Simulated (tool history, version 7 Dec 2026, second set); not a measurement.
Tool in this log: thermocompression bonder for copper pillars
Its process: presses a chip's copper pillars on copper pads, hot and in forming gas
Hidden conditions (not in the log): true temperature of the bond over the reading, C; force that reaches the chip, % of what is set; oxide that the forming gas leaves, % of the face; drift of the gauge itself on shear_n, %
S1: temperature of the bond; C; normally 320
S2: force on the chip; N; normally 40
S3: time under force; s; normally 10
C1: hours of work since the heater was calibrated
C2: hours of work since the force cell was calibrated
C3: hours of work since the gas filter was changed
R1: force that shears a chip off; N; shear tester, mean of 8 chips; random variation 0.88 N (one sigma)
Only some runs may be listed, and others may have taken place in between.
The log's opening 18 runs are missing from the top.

run    hour   S1  S2  S3    C1   C2   C3     R1
      585.3  -- forming gas filter changed
 19   607.8  320  40  24   566  108   17  103.7
 20   644.0  329  40  24   593  135   45  106.6
      671.4  -- force cell calibrated, once more
 21   690.1  329  40  24   628   14   79  108.2
 22   736.1  329  39  10   663   49  114   88.9
      740.4  -- forming gas filter changed
 23   779.7  290  52   8   696   82   30   70.1
 24   832.8  306  52   8   736  123   71   82.4
 25   859.7  306  52   8   757  144   91   81.0
      893.1  -- forming gas filter changed
 26   901.0  306  52   8   788  175    6   82.8
 27   947.7  306  52   8   824  211   42   82.7
 28   997.8  320  44  12   862  249   80   92.7
 29  1020.1  332  60   7   879  266   97  104.7
     1043.8  -- forming gas filter changed
 30  1055.0  332  60   7   906  292    9  107.1
 31  1095.6  338  24   7   937  323   40   62.8
 32  1118.8  320  46  29   954  341   57  110.2
 33  1161.6  320  55  15   987  374   90  106.7
     1194.7  -- forming gas filter changed
 34  1205.2  316  26  10  1020  407    8   57.9
 35  1250.9  333  40  12  1055  442   43   97.8
 36  1292.7  333  40  12  1087  474   75   94.7
 37  1324.8  320  24   7  1112  498   99   48.5
     1347.5  -- forming gas filter changed
 38  1363.7  320  33   9  1141  528   12   71.7
 39  1409.4  333  39  10  1176  563   47   92.7

Here are 3 independent what-if runs from the current tool condition. What would each one return?
  A  1457.8  340  59   6  1213  600  84   ?
  B  1457.8  320  27  10  1213  600  84   ?
  C  1457.8  309  38  20  1213  600  84   ?

run     R1
  A  105.3
  B   60.3
  C   85.9
Without the tool's unlogged condition, the same runs would have read:
run     R1
  A  111.7
  B   66.9
  C   93.5

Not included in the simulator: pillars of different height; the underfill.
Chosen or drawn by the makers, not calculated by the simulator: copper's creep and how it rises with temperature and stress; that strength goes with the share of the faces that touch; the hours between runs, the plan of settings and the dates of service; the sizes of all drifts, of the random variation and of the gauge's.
